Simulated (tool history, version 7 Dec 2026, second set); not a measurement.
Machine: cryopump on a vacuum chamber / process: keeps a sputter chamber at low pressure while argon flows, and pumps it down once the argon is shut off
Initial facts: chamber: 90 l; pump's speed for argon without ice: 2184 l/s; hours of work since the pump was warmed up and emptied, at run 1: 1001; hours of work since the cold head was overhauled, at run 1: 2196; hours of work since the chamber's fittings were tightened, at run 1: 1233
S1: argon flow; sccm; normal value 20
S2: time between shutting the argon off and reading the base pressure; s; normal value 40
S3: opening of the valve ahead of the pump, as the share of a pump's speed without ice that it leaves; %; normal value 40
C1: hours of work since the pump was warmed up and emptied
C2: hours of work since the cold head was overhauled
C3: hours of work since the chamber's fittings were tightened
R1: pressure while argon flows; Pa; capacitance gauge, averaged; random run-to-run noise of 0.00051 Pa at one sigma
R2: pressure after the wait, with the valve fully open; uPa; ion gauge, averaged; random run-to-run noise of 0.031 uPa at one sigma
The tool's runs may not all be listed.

run,hour,S1,S2,S3,C1,C2,C3,R1,R2
1,0,20,40,40,1001,2196,1233,0.0425,1.76
2,46.1,20,40,40,1040,2235,1272,0.0428,1.74
3,88.8,20,40,40,1076,2271,1308,0.0427,1.77
4,134.1,20,40,48,1114,2309,1346,0.0363,1.77
5,193.3,20,40,48,1164,2359,1396,0.0378,1.83
# hour 222.8: pump warmed up, emptied and cooled again
6,238.3,20,40,40,13,2393,1430,0.0398,1.77
7,279,20,117,40,47,2427,1464,0.0398,0.76
8,331.3,13,40,40,92,2472,1508,0.0253,1.73
9,379.9,20,25,25,133,2513,1549,0.0627,2.55
10,415.1,20,198,25,162,2542,1579,0.0638,0.6
11,462.8,20,198,25,203,2583,1619,0.0632,0.58
12,511.4,32,274,45,244,2624,1660,0.0567,0.52
13,553,32,274,45,279,2659,1695,0.057,0.49
14,581.4,32,274,45,303,2683,1719,0.0582,0.55

Predict each of these 3 candidate next runs independently; none follows another, all start after run 14:
A,620,12,40,41,335,2715,1752,?,?
B,620,20,40,51,335,2715,1752,?,?
C,620,25,40,38,335,2715,1752,?,?

run,R1,R2
A,0.0236,1.8
B,0.0318,1.76
C,0.0526,1.78
Stripped of hidden state, with their random variation kept, the same runs would have yielded:
run,R1,R2
A,0.0227,1.62
B,0.0304,1.59
C,0.0508,1.6
